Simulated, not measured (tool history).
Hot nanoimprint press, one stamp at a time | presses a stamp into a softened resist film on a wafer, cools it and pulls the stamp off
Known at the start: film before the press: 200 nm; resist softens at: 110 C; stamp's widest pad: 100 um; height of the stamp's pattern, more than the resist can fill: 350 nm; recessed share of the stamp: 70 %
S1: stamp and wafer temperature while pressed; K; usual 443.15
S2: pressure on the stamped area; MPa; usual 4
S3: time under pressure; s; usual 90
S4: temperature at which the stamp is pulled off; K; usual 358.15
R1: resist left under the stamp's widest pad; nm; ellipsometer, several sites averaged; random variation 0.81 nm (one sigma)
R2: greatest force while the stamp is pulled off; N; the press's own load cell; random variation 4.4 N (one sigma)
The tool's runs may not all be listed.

run	hour	S1	S2	S3	S4	R1	R2
1	0	443.15	4	90	358.15	120.3	230
2	35.5	443.15	4	60	358.15	134.1	240
3	64.5	431.15	4	90	358.15	182.5	248
4	89.5	434.15	4	90	358.15	171.3	245
5	121.2	443.15	4	114	358.15	112.7	246
6	152.3	443.15	4	90	358.15	121.6	255
7	176.5	443.15	4	90	358.15	122.4	253
8	215.1	443.15	4	90	358.15	120.6	267
# hour 246.3: stamp cleaned and given a new release coat
9	281.3	443.15	4	90	358.15	121.8	223
10	315.3	443.15	4	90	358.15	122.5	217
11	341.4	443.15	4.91	90	358.15	114.2	227
12	387.8	443.15	4	90	358.15	123	242
13	419	443.15	4	90	358.15	124.3	244
14	465.7	443.15	4	90	358.15	123.9	236
15	496.9	443.15	4	90	358.15	124	255
16	554.9	449.15	4	90	349.15	90.2	290
# hour 594.1: stamp cleaned and given a new release coat
17	597.2	447.15	6.11	172	358.15	64.9	212

Run 18 comes next. What will it give?
18	629.9	443.15	4	90	347.15	?	?

R1: 123.8 nm
R2: 261 N
Minus the tool's unlogged condition, the same run would have read R1 115.3 nm, R2 251 N.
